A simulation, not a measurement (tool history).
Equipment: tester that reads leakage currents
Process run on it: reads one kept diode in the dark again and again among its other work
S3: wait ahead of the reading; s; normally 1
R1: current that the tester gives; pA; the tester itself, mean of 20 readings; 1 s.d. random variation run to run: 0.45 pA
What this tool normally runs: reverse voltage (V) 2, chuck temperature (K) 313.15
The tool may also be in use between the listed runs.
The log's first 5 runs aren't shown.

run 6 hour=435.7 | reverse_voltage_(V)=2 chuck_temperature_(K)=313.15 S3=1 | R1=150.04
run 7 hour=578.6 | reverse_voltage_(V)=2 chuck_temperature_(K)=313.15 S3=1 | R1=149.85
run 8 hour=672.2 | reverse_voltage_(V)=2 chuck_temperature_(K)=313.15 S3=1 | R1=150.06
run 9 hour=762.5 | reverse_voltage_(V)=2 chuck_temperature_(K)=313.15 S3=1 | R1=150.47
run 10 hour=871 | reverse_voltage_(V)=2 chuck_temperature_(K)=313.15 S3=1 | R1=150.66
run 11 hour=1011.6 | reverse_voltage_(V)=1.02 chuck_temperature_(K)=313.15 S3=1 | R1=106.1
run 12 hour=1078.9 | reverse_voltage_(V)=1.02 chuck_temperature_(K)=313.15 S3=1 | R1=106.25
run 13 hour=1156.6 | reverse_voltage_(V)=2 chuck_temperature_(K)=313.15 S3=1 | R1=149.43
run 14 hour=1288.7 | reverse_voltage_(V)=2 chuck_temperature_(K)=313.15 S3=1 | R1=149.63
run 15 hour=1398.1 | reverse_voltage_(V)=2 chuck_temperature_(K)=313.15 S3=1 | R1=150.13
run 16 hour=1518.3 | reverse_voltage_(V)=2 chuck_temperature_(K)=313.15 S3=1 | R1=150
run 17 hour=1635.2 | reverse_voltage_(V)=2 chuck_temperature_(K)=313.15 S3=1 | R1=149.59
run 18 hour=1749.7 | reverse_voltage_(V)=2 chuck_temperature_(K)=313.15 S3=1 | R1=149.94
run 19 hour=1865.6 | reverse_voltage_(V)=2 chuck_temperature_(K)=313.15 S3=1 | R1=150.61
run 20 hour=2005.6 | reverse_voltage_(V)=1.1 chuck_temperature_(K)=313.15 S3=1 | R1=110.23

Forecast run 21:
run 21 hour=2066.5 | reverse_voltage_(V)=1.1 chuck_temperature_(K)=313.15 S3=1 | R1=?

Logged for run 21: R1 110.37 pA.
With the hidden condition absent and the run-to-run variation left alone, this run would have shown R1 110.19 pA.
